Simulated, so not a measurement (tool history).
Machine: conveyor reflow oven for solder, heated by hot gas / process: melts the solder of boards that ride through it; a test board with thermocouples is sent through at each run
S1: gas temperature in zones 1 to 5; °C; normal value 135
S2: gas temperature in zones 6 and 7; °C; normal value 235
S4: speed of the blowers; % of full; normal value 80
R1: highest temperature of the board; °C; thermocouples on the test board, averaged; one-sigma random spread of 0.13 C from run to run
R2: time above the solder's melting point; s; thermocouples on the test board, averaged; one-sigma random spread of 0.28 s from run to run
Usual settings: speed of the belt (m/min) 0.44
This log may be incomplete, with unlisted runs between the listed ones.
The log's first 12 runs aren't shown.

Run 13, hour 86.1: usual settings. Result: R1 223.1 °C, R2 65.5 s.
Run 14, hour 94: usual settings. Result: R1 223 °C, R2 65.7 s.
Run 15, hour 98: usual settings. Result: R1 223.1 °C, R2 65.5 s.
Run 16, hour 101.9: usual settings. Result: R1 223.1 °C, R2 65.4 s.
Run 17, hour 107.2: usual settings. Result: R1 222.8 °C, R2 65.4 s.
Run 18, hour 112.2: usual settings but S4 53 % of full. Result: R1 212.6 °C, R2 54.4 s.
Run 19, hour 121: usual settings but S4 53 % of full. Result: R1 212.4 °C, R2 54.8 s.
Run 20, hour 128.5: usual settings but S4 53 % of full. Result: R1 212.5 °C, R2 54.3 s.
Run 21, hour 137.2: usual settings but S2 244 °C, S4 74 % of full. Result: R1 229.1 °C, R2 68.8 s.
Run 22, hour 144.2: usual settings but S1 132 °C, S2 242 °C, speed of the belt (m/min) 0.493. Result: R1 225.3 °C, R2 58.1 s.
Run 23, hour 149.6: usual settings but S1 132 °C, S2 242 °C, speed of the belt (m/min) 0.493. Result: R1 225.1 °C, R2 57.5 s.
Run 24, hour 156: usual settings but S1 132 °C, S2 242 °C, speed of the belt (m/min) 0.493. Result: R1 225 °C, R2 58.1 s.
Run 25, hour 161.9: usual settings but S1 132 °C, S2 242 °C, speed of the belt (m/min) 0.493. Result: R1 225.2 °C, R2 58.2 s.
Run 26, hour 170.4: usual settings but S1 132 °C, S2 242 °C, speed of the belt (m/min) 0.493, S4 51 % of full. Result: R1 211.1 °C, R2 45.2 s.
Run 27, hour 175.2: usual settings but S1 121 °C, S2 230 °C, speed of the belt (m/min) 0.368, S4 60 % of full. Result: R1 215.4 °C, R2 65.2 s.
Run 28, hour 182.6: usual settings but S1 121 °C, S2 230 °C, speed of the belt (m/min) 0.374, S4 60 % of full. Result: R1 214.7 °C, R2 63.5 s.
Run 29, hour 187.1: usual settings but S1 121 °C, S2 230 °C, speed of the belt (m/min) 0.374, S4 60 % of full. Result: R1 214.6 °C, R2 63.8 s.
Run 30, hour 193.7: usual settings but S1 121 °C, S2 239 °C, speed of the belt (m/min) 0.374, S4 60 % of full. Result: R1 222.7 °C, R2 71.5 s.
Run 31, hour 198.5: usual settings but S1 121 °C, S2 239 °C, speed of the belt (m/min) 0.374, S4 60 % of full. Result: R1 222.5 °C, R2 71.4 s.
Run 32, hour 206.9: usual settings but S1 121 °C, S2 239 °C, speed of the belt (m/min) 0.374, S4 60 % of full. Result: R1 222.6 °C, R2 70.6 s.

Each row is a separate what-if for the run after 32, all from the same tool condition, not one after another. Results?
Run A, hour 214.4: usual settings but S1 121 °C, S2 239 °C, speed of the belt (m/min) 0.374, S4 59 % of full. Result: R1 ?, R2 ?.
Run B, hour 214.4: usual settings but S2 249 °C, speed of the belt (m/min) 0.424, S4 89 % of full. Result: R1 ?, R2 ?.
Run C, hour 214.4: usual settings but S1 141 °C, S2 236 °C, speed of the belt (m/min) 0.429, S4 60 % of full. Result: R1 ?, R2 ?.

run     R1    R2
  A  222.3  70.2
  B  239.2  77.1
  C  218.7  65.1
Had the tool no hidden state, the same runs would have come out as:
run     R1    R2
  A  221.2    69
  B  238.3  76.2
  C  217.8    64
